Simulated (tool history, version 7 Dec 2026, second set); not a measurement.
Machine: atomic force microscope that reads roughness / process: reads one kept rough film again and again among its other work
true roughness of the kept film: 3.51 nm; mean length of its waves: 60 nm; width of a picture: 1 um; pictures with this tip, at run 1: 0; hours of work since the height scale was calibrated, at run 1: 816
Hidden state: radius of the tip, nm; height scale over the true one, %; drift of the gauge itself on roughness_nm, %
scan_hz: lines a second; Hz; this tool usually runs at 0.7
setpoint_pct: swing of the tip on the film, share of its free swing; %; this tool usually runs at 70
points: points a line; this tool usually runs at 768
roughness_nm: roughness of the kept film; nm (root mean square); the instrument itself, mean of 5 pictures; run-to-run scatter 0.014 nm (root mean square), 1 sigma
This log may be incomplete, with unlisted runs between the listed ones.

| run | hour | scan_hz | setpoint_pct | points | pictures with this tip | hours of work since the height scale was calibrated | roughness_nm |
|---|---|---|---|---|---|---|---|
| 1 | 0 | 0.7 | 70 | 768 | 0 | 816 | 3.19 |
| 2 | 33.6 | 0.7 | 88 | 768 | 45 | 838 | 2.826 |
|  | 47.4 | new tip fitted |
| 3 | 57.8 | 0.7 | 70 | 768 | 14 | 853 | 3.126 |
| 4 | 83.4 | 0.7 | 70 | 768 | 49 | 870 | 2.942 |
|  | 94.9 | new tip fitted |
| 5 | 108.9 | 0.7 | 70 | 768 | 19 | 886 | 3.094 |
| 6 | 137.3 | 0.7 | 70 | 768 | 58 | 904 | 2.966 |
|  | 143.1 | new tip fitted |
| 7 | 157.6 | 0.7 | 70 | 768 | 19 | 917 | 3.119 |
| 8 | 187.9 | 0.7 | 70 | 768 | 60 | 937 | 2.964 |
|  | 191.1 | new tip fitted |
| 9 | 214.6 | 0.7 | 70 | 768 | 32 | 953 | 3.05 |
| 10 | 235.1 | 0.7 | 70 | 768 | 60 | 967 | 2.92 |
|  | 239.3 | new tip fitted |
| 11 | 266.5 | 0.7 | 70 | 768 | 36 | 987 | 3.02 |
|  | 287.5 | new tip fitted |
| 12 | 303.2 | 0.7 | 70 | 385 | 22 | 1010 | 3.1 |
|  | 335.4 | new tip fitted |
| 13 | 343.2 | 2.418 | 70 | 385 | 11 | 1035 | 2.822 |
| 14 | 368.9 | 0.7 | 70 | 304 | 46 | 1052 | 2.971 |
|  | 384.5 | new tip fitted |
| 15 | 389.9 | 0.7 | 81 | 768 | 8 | 1065 | 3.047 |
| 16 | 407.8 | 0.7 | 81 | 768 | 32 | 1077 | 2.921 |
|  | 431.6 | new tip fitted |
| 17 | 442.5 | 0.7 | 81 | 863 | 15 | 1099 | 3.055 |
|  | 478.9 | new tip fitted |
| 18 | 480.8 | 0.7 | 81 | 863 | 2 | 1123 | 3.066 |
| 19 | 520.6 | 1.884 | 70 | 268 | 56 | 1149 | 2.735 |
|  | 526.1 | new tip fitted |
| 20 | 563.1 | 0.588 | 70 | 768 | 50 | 1176 | 2.95 |
|  | 575.5 | new tip fitted |
| 21 | 592.7 | 0.588 | 70 | 768 | 24 | 1195 | 3.124 |
| 22 | 619.5 | 0.588 | 70 | 768 | 60 | 1212 | 2.95 |
|  | 622.7 | new tip fitted |
|  | 623.7 | height scale calibrated on a step standard |
| 23 | 661.3 | 1.864 | 77 | 385 | 50 | 24 | 2.611 |
|  | 672.8 | new tip fitted |
| 24 | 683.7 | 2.27 | 72 | 337 | 15 | 38 | 2.777 |
| 25 | 712.7 | 2.27 | 72 | 337 | 54 | 57 | 2.613 |
|  | 722 | new tip fitted |
| 26 | 738.3 | 0.878 | 62 | 898 | 22 | 73 | 3.081 |
| 27 | 766.7 | 0.878 | 62 | 898 | 61 | 92 | 2.925 |
|  | 770 | new tip fitted |
| 28 | 790 | 0.7 | 78 | 768 | 27 | 106 | 2.968 |
|  | 818 | new tip fitted |
| 29 | 829.2 | 0.678 | 59 | 403 | 15 | 131 | 3.142 |
|  | 867.8 | new tip fitted |
| 30 | 867.8 | 0.62 | 60 | 390 | 0 | 156 | 3.222 |
|  | 875.9 | height scale calibrated on a step standard, once more |
| 31 | 890 | 0.62 | 60 | 390 | 28 | 9 | 3.187 |
|  | 917.7 | new tip fitted |
| 32 | 917.7 | 0.62 | 60 | 390 | 0 | 27 | 3.306 |
| 33 | 951.1 | 1.044 | 74 | 768 | 46 | 48 | 2.941 |
|  | 964.2 | new tip fitted |
| 34 | 979.8 | 3.693 | 56 | 768 | 21 | 66 | 3.017 |
| 35 | 1000.3 | 0.837 | 63 | 768 | 49 | 80 | 3.034 |
|  | 1012.5 | new tip fitted |
| 36 | 1030.8 | 0.837 | 63 | 768 | 25 | 99 | 3.133 |

Forecast each of these 5 alternatives for the next run:
|  | 1059 | new tip fitted |
| A | 1072.8 | 0.837 | 63 | 789 | 18 | 126 | ? |
|  | 1059 | new tip fitted |
| B | 1072.8 | 1.316 | 86 | 363 | 18 | 126 | ? |
|  | 1059 | new tip fitted |
| C | 1072.8 | 3.035 | 89 | 402 | 18 | 126 | ? |
|  | 1059 | new tip fitted |
| D | 1072.8 | 0.711 | 85 | 768 | 18 | 126 | ? |
|  | 1059 | new tip fitted |
| E | 1072.8 | 0.837 | 67 | 300 | 18 | 126 | ? |

| run | roughness_nm |
|---|---|
| A | 3.166 |
| B | 2.763 |
| C | 2.18 |
| D | 3.002 |
| E | 3.112 |
What these runs would have given with no unlogged condition in the tool:
| run | roughness_nm |
|---|---|
| A | 3.256 |
| B | 2.842 |
| C | 2.241 |
| D | 3.087 |
| E | 3.2 |
